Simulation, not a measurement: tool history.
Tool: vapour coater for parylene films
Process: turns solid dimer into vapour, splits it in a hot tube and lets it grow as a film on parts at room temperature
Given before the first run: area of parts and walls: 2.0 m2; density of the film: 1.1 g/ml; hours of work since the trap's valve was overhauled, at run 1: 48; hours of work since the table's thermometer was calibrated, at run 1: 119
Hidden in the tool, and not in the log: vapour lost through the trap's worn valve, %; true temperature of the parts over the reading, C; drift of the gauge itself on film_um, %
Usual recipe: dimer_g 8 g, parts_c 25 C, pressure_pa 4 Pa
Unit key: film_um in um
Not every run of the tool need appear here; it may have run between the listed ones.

| run | day | dimer_g | parts_c | pressure_pa | hours of work since the trap's valve was overhauled | hours of work since the table's thermometer was calibrated | film_um |
|---|---|---|---|---|---|---|---|
| 1 | 0 | 8 | 25 | 4 | 48 | 119 | 2.822 |
| 2 | 0.962 | 8 | 25 | 4 | 65 | 137 | 2.798 |
| 3 | 1.725 | 8 | 25 | 4 | 79 | 151 | 2.79 |
| 4 | 2.575 | 8 | 25 | 4 | 94 | 166 | 2.803 |
| 5 | 3.054 | 8 | 25 | 4 | 103 | 175 | 2.771 |
| 6 | 4.1 | 8 | 25 | 4 | 122 | 193 | 2.754 |
| 7 | 5.088 | 11 | 25 | 4 | 140 | 211 | 3.818 |
| 8 | 5.654 | 11 | 25 | 4 | 150 | 221 | 3.81 |
| 9 | 6.642 | 11 | 25 | 4 | 168 | 239 | 3.814 |
| 10 | 7.225 | 11 | 25 | 4 | 178 | 250 | 3.815 |
| 11 | 8.167 | 11 | 25 | 4 | 195 | 267 | 3.796 |
| 12 | 9.167 | 3 | 25 | 4 | 213 | 285 | 1.032 |
| 13 | 9.633 | 3 | 25 | 4 | 222 | 293 | 1.024 |
| 14 | 10.075 | 6 | 25 | 4 | 230 | 301 | 2.074 |
| 15 | 10.688 | 8 | 25 | 7.78 | 241 | 312 | 2.498 |
| 16 | 11.404 | 8 | 25 | 4 | 254 | 325 | 2.739 |
|  | 11.858 | gauge calibrated |
| 17 | 11.921 | 8 | 25 | 4 | 263 | 334 | 2.79 |
|  | 12.175 | trap's valve overhauled |
| 18 | 12.517 | 8 | 26 | 4 | 6 | 342 | 2.668 |
| 19 | 13.038 | 8 | 26 | 4 | 16 | 352 | 2.662 |
| 20 | 13.675 | 8 | 25 | 2.34 | 27 | 363 | 2.996 |
| 21 | 14.412 | 8 | 26 | 3.28 | 40 | 376 | 2.738 |
| 22 | 15.329 | 8 | 31 | 3.28 | 57 | 393 | 2.151 |
| 23 | 16.042 | 8 | 31 | 3.28 | 70 | 406 | 2.151 |
| 24 | 17 | 14 | 26 | 4 | 87 | 423 | 4.636 |
| 25 | 17.808 | 13 | 30 | 4 | 102 | 438 | 3.549 |
| 26 | 18.462 | 5 | 18 | 6.35 | 113 | 450 | 2.192 |
| 27 | 19.092 | 9 | 29 | 11.76 | 125 | 461 | 2.226 |
| 28 | 20.033 | 4 | 18 | 11.76 | 142 | 478 | 1.666 |
| 29 | 20.496 | 9 | 23 | 11.76 | 150 | 486 | 2.943 |
| 30 | 20.975 | 9 | 23 | 11.76 | 159 | 495 | 2.955 |
| 31 | 21.833 | 9 | 31 | 11.76 | 174 | 510 | 1.969 |
| 32 | 22.892 | 12 | 23 | 6.51 | 193 | 529 | 4.237 |
| 33 | 23.7 | 12 | 23 | 6.51 | 208 | 544 | 4.242 |
| 34 | 24.692 | 9 | 18 | 3.5 | 226 | 562 | 3.894 |
| 35 | 25.338 | 3 | 30 | 6.6 | 238 | 574 | 0.748 |

The same runs without the tool's hidden state, with the same run-to-run variation:
| run | film_um |
|---|---|
| 1 | 2.824 |
| 2 | 2.805 |
| 3 | 2.802 |
| 4 | 2.82 |
| 5 | 2.79 |
| 6 | 2.779 |
| 7 | 3.861 |
| 8 | 3.857 |
| 9 | 3.869 |
| 10 | 3.875 |
| 11 | 3.863 |
| 12 | 1.052 |
| 13 | 1.046 |
| 14 | 2.119 |
| 15 | 2.556 |
| 16 | 2.807 |
| 17 | 2.796 |
| 18 | 2.672 |
| 19 | 2.669 |
| 20 | 3.008 |
| 21 | 2.753 |
| 22 | 2.166 |
| 23 | 2.17 |
| 24 | 4.686 |
| 25 | 3.593 |
| 26 | 2.221 |
| 27 | 2.259 |
| 28 | 1.694 |
| 29 | 2.997 |
| 30 | 3.011 |
| 31 | 2.011 |
| 32 | 4.336 |
| 33 | 4.347 |
| 34 | 3.997 |
| 35 | 0.769 |
